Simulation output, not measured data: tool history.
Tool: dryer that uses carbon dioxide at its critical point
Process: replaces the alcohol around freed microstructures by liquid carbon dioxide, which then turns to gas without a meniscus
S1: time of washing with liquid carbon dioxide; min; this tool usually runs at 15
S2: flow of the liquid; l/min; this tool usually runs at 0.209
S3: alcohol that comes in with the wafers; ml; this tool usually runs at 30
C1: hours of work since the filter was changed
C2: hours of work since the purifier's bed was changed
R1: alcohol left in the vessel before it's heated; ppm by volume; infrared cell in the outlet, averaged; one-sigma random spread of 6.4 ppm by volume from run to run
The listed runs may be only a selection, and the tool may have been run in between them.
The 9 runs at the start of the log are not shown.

run,hour,S1,S2,S3,C1,C2,R1
10,310.4,16,0.209,30,118,582,339
11,353.2,16,0.209,30,147,611,344
# hour 365.9: inlet filter changed
12,395.3,15,0.209,56,20,640,587
13,421.1,15,0.135,30,38,657,2171
14,448.8,13,0.135,30,57,677,3395
15,478.6,13,0.135,30,78,697,3551
16,500.5,15,0.140,30,93,712,2114
17,523.3,19,0.140,90,108,728,2575
18,551.7,15,0.135,30,128,747,2424
# hour 592.4: inlet filter changed
19,592.7,12,0.285,30,0,775,250
20,636.0,12,0.159,72,30,805,5810
21,666.0,9,0.209,83,51,825,7016
22,708.0,11,0.209,102,80,854,4501
23,732.2,17,0.164,31,96,871,746
24,758.2,10,0.237,21,114,889,941
25,790.1,14,0.237,38,136,911,451
# hour 820.8: inlet filter changed
26,838.3,19,0.209,54,12,943,235
27,873.4,15,0.209,30,36,967,433
28,913.0,15,0.209,27,63,995,420
29,935.9,10,0.209,50,79,1010,3256
30,982.1,10,0.323,74,111,1042,801

3 ways to go on from here, each from the tool as it stands after run 30. What would each give?
A,1028.9,10,0.323,74,143,1074,?
B,1028.9,10,0.269,74,143,1074,?
C,1028.9,10,0.150,74,143,1074,?

run,R1
A,878
B,2024
C,14085
Without the tool's unlogged condition, the same runs would have read:
run,R1
A,479
B,1314
C,11440

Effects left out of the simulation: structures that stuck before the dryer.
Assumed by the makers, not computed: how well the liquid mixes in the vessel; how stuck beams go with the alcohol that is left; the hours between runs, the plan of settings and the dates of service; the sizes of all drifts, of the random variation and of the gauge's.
